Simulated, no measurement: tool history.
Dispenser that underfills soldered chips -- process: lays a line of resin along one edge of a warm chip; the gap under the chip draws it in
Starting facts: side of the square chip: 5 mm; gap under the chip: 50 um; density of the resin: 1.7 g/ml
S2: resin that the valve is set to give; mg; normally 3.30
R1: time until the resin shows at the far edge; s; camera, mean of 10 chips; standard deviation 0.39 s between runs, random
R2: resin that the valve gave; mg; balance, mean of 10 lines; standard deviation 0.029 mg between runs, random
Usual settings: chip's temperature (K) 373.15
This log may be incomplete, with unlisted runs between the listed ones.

Run 1, hour 0.0: usual settings. Result: R1 32.6 s, R2 3.21 mg.
At hour 12.5: new syringe of resin.
Run 2, hour 16.3: usual settings but S2 3.68 mg. Result: R1 30.1 s, R2 3.56 mg.
Run 3, hour 29.9: usual settings but S2 3.68 mg. Result: R1 52.5 s, R2 3.57 mg.
At hour 31.4: new syringe of resin.
Run 4, hour 38.3: usual settings but S2 3.68 mg. Result: R1 34.9 s, R2 3.52 mg.
Run 5, hour 46.4: usual settings but chip's temperature (K) 384.15. Result: R1 34.5 s, R2 3.13 mg.
At hour 49.8: new syringe of resin.
Run 6, hour 62.3: usual settings but chip's temperature (K) 384.15. Result: R1 30.8 s, R2 3.13 mg.
At hour 68.8: new syringe of resin.
Run 7, hour 76.5: usual settings but chip's temperature (K) 384.15. Result: R1 25.5 s, R2 3.11 mg.
At hour 86.8: new syringe of resin.
Run 8, hour 91.2: usual settings. Result: R1 31.5 s, R2 3.07 mg.
At hour 104.6: new syringe of resin.
Run 9, hour 106.2: usual settings. Result: R1 28.0 s, R2 2.98 mg.
At hour 109.1: dispensing valve cleaned and set on the balance.
Run 10, hour 117.3: usual settings but chip's temperature (K) 361.15. Result: R1 63.6 s, R2 3.26 mg.
At hour 123.4: new syringe of resin.
Run 11, hour 133.2: usual settings but chip's temperature (K) 362.15. Result: R1 56.9 s, R2 3.28 mg.
Run 12, hour 140.7: usual settings. Result: R1 53.3 s, R2 3.25 mg.
At hour 141.8: new syringe of resin.
Run 13, hour 151.5: usual settings. Result: R1 39.4 s, R2 3.23 mg.
At hour 160.7: new syringe of resin.
Run 14, hour 162.3: usual settings. Result: R1 28.3 s, R2 3.15 mg.
Run 15, hour 176.8: usual settings but chip's temperature (K) 359.15, S2 2.82 mg. Result: R1 87.6 s, R2 2.71 mg.
At hour 178.6: new syringe of resin.
Run 16, hour 187.8: usual settings but chip's temperature (K) 363.15, S2 3.24 mg. Result: R1 54.4 s, R2 3.16 mg.
At hour 197.7: new syringe of resin.
Run 17, hour 204.4: usual settings but chip's temperature (K) 377.15, S2 2.82 mg. Result: R1 31.8 s, R2 2.68 mg.
Run 18, hour 213.5: usual settings but chip's temperature (K) 377.15, S2 2.82 mg. Result: R1 47.4 s, R2 2.74 mg.
At hour 215.7: new syringe of resin.
Run 19, hour 228.5: usual settings but chip's temperature (K) 370.15, S2 3.38 mg. Result: R1 50.1 s, R2 3.18 mg.
At hour 234.2: new syringe of resin.
Run 20, hour 245.4: usual settings but chip's temperature (K) 360.15, S2 3.21 mg. Result: R1 66.8 s, R2 3.00 mg.
At hour 252.1: new syringe of resin.
Run 21, hour 252.9: usual settings but chip's temperature (K) 368.15. Result: R1 33.3 s, R2 3.09 mg.
At hour 262.4: stage's temperature calibrated.
Run 22, hour 264.0: usual settings but chip's temperature (K) 374.15, S2 4.19 mg. Result: R1 38.6 s, R2 3.95 mg.
At hour 272.0: new syringe of resin.
At hour 277.7: dispensing valve cleaned and set on the balance.
Run 23, hour 278.7: usual settings but chip's temperature (K) 368.15, S2 3.86 mg. Result: R1 38.5 s, R2 3.87 mg.

Predict each of these 5 candidate next runs independently; none follows another, all start after run 23:
Run A, hour 287.2: usual settings but chip's temperature (K) 382.15, S2 3.03 mg. Result: R1 ?, R2 ?.
Run B, hour 287.2: usual settings but chip's temperature (K) 369.15, S2 3.81 mg. Result: R1 ?, R2 ?.
Run C, hour 287.2: usual settings but S2 4.11 mg. Result: R1 ?, R2 ?.
Run D, hour 287.2: usual settings but S2 4.26 mg. Result: R1 ?, R2 ?.
Run E, hour 287.2: usual settings but chip's temperature (K) 364.15, S2 2.84 mg. Result: R1 ?, R2 ?.

run    R1    R2
  A  36.7  2.98
  B  53.2  3.76
  C  46.8  4.08
  D  46.3  4.20
  E  66.1  2.76
With no hidden state in the tool, these same runs would have given:
run    R1    R2
  A  19.8  3.00
  B  28.3  3.78
  C  25.2  4.11
  D  24.8  4.23
  E  35.5  2.78
